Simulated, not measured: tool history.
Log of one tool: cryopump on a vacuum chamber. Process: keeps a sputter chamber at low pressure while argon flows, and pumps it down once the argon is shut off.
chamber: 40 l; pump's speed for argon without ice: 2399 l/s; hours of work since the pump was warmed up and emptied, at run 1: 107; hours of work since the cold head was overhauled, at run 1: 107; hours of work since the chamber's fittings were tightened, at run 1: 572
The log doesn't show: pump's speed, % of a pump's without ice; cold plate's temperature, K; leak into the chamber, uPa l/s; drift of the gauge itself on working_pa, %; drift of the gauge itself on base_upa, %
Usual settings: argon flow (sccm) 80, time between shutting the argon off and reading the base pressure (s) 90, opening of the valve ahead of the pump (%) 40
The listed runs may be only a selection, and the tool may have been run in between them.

run	hour	argon flow (sccm)	time between shutting the argon off and reading the base pressure (s)	opening of the valve ahead of the pump (%)	hours of work since the pump was warmed up and emptied	hours of work since the cold head was overhauled	hours of work since the chamber's fittings were tightened	pressure while argon flows (Pa)	pressure after the wait (uPa)
1	0	80	90	40	107	107	572	0.1466	0.86
2	16.4	80	55	40	118	118	584	0.1465	1.18
3	33.2	80	34	40	130	130	596	0.1473	1.6
4	46.4	80	34	40	140	140	605	0.1481	1.65
5	68.8	80	123	40	156	156	621	0.1486	0.77
6	87.7	80	90	40	169	169	635	0.1504	0.93
7	110.4	80	90	40	186	186	651	0.1509	0.95
8	120.2	80	90	40	193	193	658	0.15	0.92
9	137.5	59	90	40	205	205	670	0.1116	0.93
10	159.1	59	90	40	220	220	686	0.1127	0.95
11	169.6	59	90	40	228	228	693	0.1122	0.95
12	187.6	59	90	40	241	241	706	0.1134	0.96
13	198.2	59	90	40	248	248	714	0.1139	0.97
14	214.7	59	90	40	260	260	726	0.1146	1
15	234.6	59	90	40	274	274	740	0.1158	0.95
16	245.5	59	90	40	282	282	748	0.1157	0.99
17	261.8	59	90	40	294	294	759	0.1167	0.99
18	277.6	62	35	19	305	305	771	0.2418	1.74
19	299.4	62	35	19	321	321	786	0.2435	1.84
20	315.8	128	134	26	333	333	798	0.377	0.88
21	327.7	71	59	29	341	341	806	0.1887	1.3
22	349.3	71	59	29	357	357	822	0.1933	1.28
23	366.3	71	59	16	369	369	834	0.3316	1.36
24	388.5	35	90	40	385	385	850	0.0729	1.13
25	408.3	56	211	39	399	399	864	0.119	0.89
26	420.9	114	36	36	408	408	873	0.2588	1.85
27	435.4	114	36	36	418	418	884	0.2594	1.79
# hour 458: pump warmed up, emptied and cooled again
28	462.3	114	36	36	3	434	899	0.2214	1.6
29	480.7	71	51	40	16	447	912	0.1272	1.35
30	497.6	71	51	40	28	459	925	0.1275	1.23
31	507.9	71	51	40	36	466	932	0.1278	1.34
32	525.3	76	138	26	48	479	944	0.2102	0.82
33	538.7	132	90	40	58	489	954	0.2379	1.01
34	551.4	58	41	33	67	498	963	0.126	1.56

For some of the steps in pressure while argon flows (Pa) from one run to the next: how much would appear even if the tool had no hidden state, given the settings, what came in and random variation, and how much remains for the hidden state plus any gauge scatter that the measured result and the result without hidden state don't share?
Run 19 -> 20: argon flow (sccm) 62 -> 128, time between shutting the argon off and reading the base pressure (s) 35 -> 134, opening of the valve ahead of the pump (%) 19 -> 26. pressure while argon flows (Pa) +0.1335: hidden state +0.0166, all else +0.1169.
Run 20 -> 21: argon flow (sccm) 128 -> 71, time between shutting the argon off and reading the base pressure (s) 134 -> 59, opening of the valve ahead of the pump (%) 26 -> 29. pressure while argon flows (Pa) -0.1883: hidden state -0.0133, all else -0.175.
Run 23 -> 24: argon flow (sccm) 71 -> 35, time between shutting the argon off and reading the base pressure (s) 59 -> 90, opening of the valve ahead of the pump (%) 16 -> 40. pressure while argon flows (Pa) -0.2587: hidden state -0.0095, all else -0.2492.
Run 25 -> 26: argon flow (sccm) 56 -> 114, time between shutting the argon off and reading the base pressure (s) 211 -> 36, opening of the valve ahead of the pump (%) 39 -> 36. pressure while argon flows (Pa) +0.1398: hidden state +0.0191, all else +0.1207.
Run 27 -> 28: pump warmed up, emptied and cooled again. pressure while argon flows (Pa) -0.038: hidden state -0.0366, all else -0.0014.
